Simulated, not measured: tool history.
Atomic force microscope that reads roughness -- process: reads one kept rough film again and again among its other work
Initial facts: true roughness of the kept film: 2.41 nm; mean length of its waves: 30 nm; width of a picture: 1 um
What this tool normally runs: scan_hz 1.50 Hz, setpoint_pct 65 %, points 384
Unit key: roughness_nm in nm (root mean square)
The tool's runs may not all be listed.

run    day  scan_hz  setpoint_pct  points  roughness_nm
  1  0.000     1.50            65     384         1.904
  2  0.721     1.50            65     384         1.824
  3  1.146     1.50            65     384         2.059
  4  1.650     1.50            65     384         1.995
  5  2.225     1.50            65     384         1.944
  6  2.633     1.50            65     384         1.889
  7  3.350     1.50            65     384         2.109
  8  3.917     1.50            65     384         2.042
  9  4.233     1.50            65     384         2.004
 10  4.662     0.92            65     421         1.998
 11  5.029     1.49            76     715         1.811
 12  5.604     3.99            65     599         1.678
 13  6.200     1.50            65     273         2.036
 14  6.883     1.50            65     273         1.956
 15  7.346     1.50            55     561         1.999
 16  7.954     1.50            55     561         1.926
 17  8.512     1.50            55     561         2.176
 18  8.871     1.50            55     561         2.132

Taken out of this log: 5 entries between the listed runs. Where each belongs, and how the hidden state differs across it:
Runs 2 to 3: new tip fitted (day 0.796)
  radius of the tip, nm: 20.4 -> 7.2; height scale over the true one, %: -0.62 -> -0.63
  measured less the result without the state, roughness_nm: -0.294 -> -0.058 nm (root mean square)
Runs 6 to 7: new tip fitted (day 3.350)
  radius of the tip, nm: 15.8 -> 5.3; height scale over the true one, %: -0.69 -> -0.71
  measured less the result without the state, roughness_nm: -0.219 -> -0.021 nm (root mean square)
Runs 12 to 13: new tip fitted (day 5.875)
  radius of the tip, nm: 18.7 -> 7.5; height scale over the true one, %: -0.8 -> -0.82
  measured less the result without the state, roughness_nm: -0.247 -> -0.068 nm (root mean square)
Runs 13 to 14: height scale calibrated on a step standard (day 6.304)
  radius of the tip, nm: 7.5 -> 11.2; height scale over the true one, %: -0.82 -> -1.21
  measured less the result without the state, roughness_nm: -0.068 -> -0.147 nm (root mean square)
Runs 16 to 17: new tip fitted (day 8.467)
  radius of the tip, nm: 17 -> 5.3; height scale over the true one, %: -1.25 -> -1.27
  measured less the result without the state, roughness_nm: -0.260 -> -0.034 nm (root mean square)

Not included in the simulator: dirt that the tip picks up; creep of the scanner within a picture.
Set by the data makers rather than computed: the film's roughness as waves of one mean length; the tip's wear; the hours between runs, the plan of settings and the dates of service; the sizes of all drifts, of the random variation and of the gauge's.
